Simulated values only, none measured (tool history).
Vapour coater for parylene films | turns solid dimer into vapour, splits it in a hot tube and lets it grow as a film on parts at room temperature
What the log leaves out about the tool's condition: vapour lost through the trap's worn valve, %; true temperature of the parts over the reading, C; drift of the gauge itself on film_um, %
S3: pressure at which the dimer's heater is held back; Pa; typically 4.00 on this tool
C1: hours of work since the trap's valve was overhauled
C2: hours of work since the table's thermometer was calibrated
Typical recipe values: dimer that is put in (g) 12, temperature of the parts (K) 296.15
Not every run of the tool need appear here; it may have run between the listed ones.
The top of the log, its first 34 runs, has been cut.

run 35 hour=447.9 | dimer_that_is_put_in_(g)=16 temperature_of_the_parts_(K)=296.15 S3=4.74 | C1=615 C2=813 | thickness_of_the_film_(nm)=7000
run 36 hour=457.8 | dimer_that_is_put_in_(g)=16 temperature_of_the_parts_(K)=296.15 S3=4.74 | C1=623 C2=821 | thickness_of_the_film_(nm)=7020
run 37 hour=474.3 | dimer_that_is_put_in_(g)=16 temperature_of_the_parts_(K)=296.15 S3=4.74 | C1=636 C2=834 | thickness_of_the_film_(nm)=6980
run 38 hour=487.1 | dimer_that_is_put_in_(g)=8 temperature_of_the_parts_(K)=297.15 S3=6.41 | C1=646 C2=844 | thickness_of_the_film_(nm)=3290
run 39 hour=501.2 | dimer_that_is_put_in_(g)=8 temperature_of_the_parts_(K)=297.15 S3=6.41 | C1=657 C2=855 | thickness_of_the_film_(nm)=3270
-- hour=520.6 trap's valve overhauled
run 40 hour=522.1 | dimer_that_is_put_in_(g)=10 temperature_of_the_parts_(K)=288.15 S3=6.41 | C1=1 C2=868 | thickness_of_the_film_(nm)=6110
run 41 hour=531.7 | dimer_that_is_put_in_(g)=10 temperature_of_the_parts_(K)=288.15 S3=6.41 | C1=9 C2=876 | thickness_of_the_film_(nm)=6140
run 42 hour=550.0 | dimer_that_is_put_in_(g)=5 temperature_of_the_parts_(K)=295.15 S3=6.41 | C1=23 C2=890 | thickness_of_the_film_(nm)=2470
run 43 hour=558.7 | dimer_that_is_put_in_(g)=5 temperature_of_the_parts_(K)=295.15 S3=6.41 | C1=30 C2=897 | thickness_of_the_film_(nm)=2450
run 44 hour=572.9 | dimer_that_is_put_in_(g)=21 temperature_of_the_parts_(K)=297.15 S3=3.52 | C1=41 C2=908 | thickness_of_the_film_(nm)=10360
run 45 hour=587.4 | dimer_that_is_put_in_(g)=20 temperature_of_the_parts_(K)=306.15 S3=3.92 | C1=53 C2=920 | thickness_of_the_film_(nm)=7320
run 46 hour=603.1 | dimer_that_is_put_in_(g)=16 temperature_of_the_parts_(K)=306.15 S3=3.92 | C1=65 C2=932 | thickness_of_the_film_(nm)=5810

Branching from run 46: 4 alternative next runs. What would each branch give?
run A hour=611.6 | dimer_that_is_put_in_(g)=12 temperature_of_the_parts_(K)=293.15 S3=4.00 | C1=72 C2=939 | thickness_of_the_film_(nm)=?
run B hour=611.6 | dimer_that_is_put_in_(g)=10 temperature_of_the_parts_(K)=303.15 S3=5.99 | C1=72 C2=939 | thickness_of_the_film_(nm)=?
run C hour=611.6 | dimer_that_is_put_in_(g)=13 temperature_of_the_parts_(K)=297.15 S3=7.19 | C1=72 C2=939 | thickness_of_the_film_(nm)=?
run D hour=611.6 | dimer_that_is_put_in_(g)=12 temperature_of_the_parts_(K)=304.15 S3=4.00 | C1=72 C2=939 | thickness_of_the_film_(nm)=?

run=A thickness_of_the_film_(nm)=6620
run=B thickness_of_the_film_(nm)=3790
run=C thickness_of_the_film_(nm)=5860
run=D thickness_of_the_film_(nm)=4670
The same runs, with their run-to-run variation unchanged, on a tool lacking any hidden condition would have given:
run=A thickness_of_the_film_(nm)=6600
run=B thickness_of_the_film_(nm)=3780
run=C thickness_of_the_film_(nm)=5840
run=D thickness_of_the_film_(nm)=4660
